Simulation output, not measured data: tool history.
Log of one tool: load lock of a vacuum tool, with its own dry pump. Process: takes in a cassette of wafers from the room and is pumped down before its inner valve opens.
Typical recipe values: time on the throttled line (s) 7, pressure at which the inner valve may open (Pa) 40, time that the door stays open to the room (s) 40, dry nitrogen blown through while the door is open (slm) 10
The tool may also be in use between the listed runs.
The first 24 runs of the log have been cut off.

| run | day | time on the throttled line (s) | pressure at which the inner valve may open (Pa) | time that the door stays open to the room (s) | dry nitrogen blown through while the door is open (slm) | incoming humidity of the room's air, % | time from the closed door until the inner valve may open (s) | rise of the pressure with all valves shut (Pa/min) |
|---|---|---|---|---|---|---|---|---|
| 25 | 244.679 | 6 | 40 | 40 | 6 | 47 | 17.1 | 0.08 |
| 26 | 257.15 | 6 | 40 | 40 | 6 | 43.4 | 17.1 | 0.081 |
| 27 | 269.467 | 6 | 40 | 40 | 6 | 44.6 | 17.1 | 0.082 |
| 28 | 277.162 | 6 | 40 | 40 | 6 | 43.7 | 16.9 | 0.084 |
| 29 | 290.388 | 7 | 52 | 40 | 15 | 46.5 | 17.3 | 0.077 |
| 30 | 296.546 | 7 | 52 | 40 | 10 | 45.6 | 17.2 | 0.083 |
| 31 | 302.162 | 7 | 52 | 40 | 10 | 47 | 16.8 | 0.085 |
| 32 | 315.346 | 7 | 79 | 219 | 10 | 43.2 | 16.4 | 0.162 |
| 33 | 324.55 | 7 | 35 | 82 | 10 | 44.3 | 18 | 0.11 |
| 34 | 332.533 | 7 | 50 | 40 | 10 | 44.3 | 17.4 | 0.087 |
| 35 | 338.412 | 11 | 40 | 40 | 41 | 43.9 | 20.7 | 0.059 |
| 36 | 350.504 | 7 | 40 | 28 | 34 | 48.7 | 17.6 | 0.069 |
| 37 | 361.183 | 12 | 40 | 28 | 12 | 43.5 | 21.5 | 0.078 |

Each row is a separate what-if for the run after 37, all from the same tool condition, not one after another. Results?
| A | 368.871 | 12 | 77 | 28 | 12 | 40.8 | ? | ? |
| B | 368.871 | 12 | 40 | 73 | 32 | 44.8 | ? | ? |
| C | 368.871 | 12 | 40 | 28 | 9 | 41.1 | ? | ? |
| D | 368.871 | 9 | 40 | 28 | 12 | 46.7 | ? | ? |

| run | time from the closed door until the inner valve may open (s) | rise of the pressure with all valves shut (Pa/min) |
|---|---|---|
| A | 20.5 | 0.076 |
| B | 21.5 | 0.084 |
| C | 21.9 | 0.075 |
| D | 19 | 0.077 |
Without the tool's hidden state the same runs would have given:
| run | time from the closed door until the inner valve may open (s) | rise of the pressure with all valves shut (Pa/min) |
|---|---|---|
| A | 18.9 | 0.038 |
| B | 19.8 | 0.046 |
| C | 20.1 | 0.036 |
| D | 17 | 0.039 |
